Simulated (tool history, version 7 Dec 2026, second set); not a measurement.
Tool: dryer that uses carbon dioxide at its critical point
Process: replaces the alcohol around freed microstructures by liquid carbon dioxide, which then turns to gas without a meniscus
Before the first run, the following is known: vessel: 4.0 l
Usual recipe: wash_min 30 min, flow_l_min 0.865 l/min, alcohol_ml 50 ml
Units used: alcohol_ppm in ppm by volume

run	hour	wash_min	flow_l_min	alcohol_ml	alcohol_ppm
1	0.0	30	0.865	50	170
2	4.3	30	0.865	46	165
3	10.0	30	0.865	46	158
4	15.0	30	0.865	46	150
5	20.2	30	0.865	46	167
6	26.8	19	0.865	50	847
7	33.4	19	0.865	50	816
8	41.9	45	1.163	82	27
9	46.2	36	0.753	113	331
10	55.9	21	0.657	72	1895
11	61.2	32	1.341	49	30
12	67.4	32	0.565	40	565
13	74.1	28	0.537	40	916
14	79.0	28	0.537	40	919

Forecast each of these 3 alternatives for the next run:
A	85.4	32	0.866	27	?
B	85.4	28	0.606	40	?
C	85.4	28	0.537	88	?

run	alcohol_ppm
A	88
B	680
C	1959
Had the tool no hidden state, the same runs would have come out as:
run	alcohol_ppm
A	44
B	505
C	1531
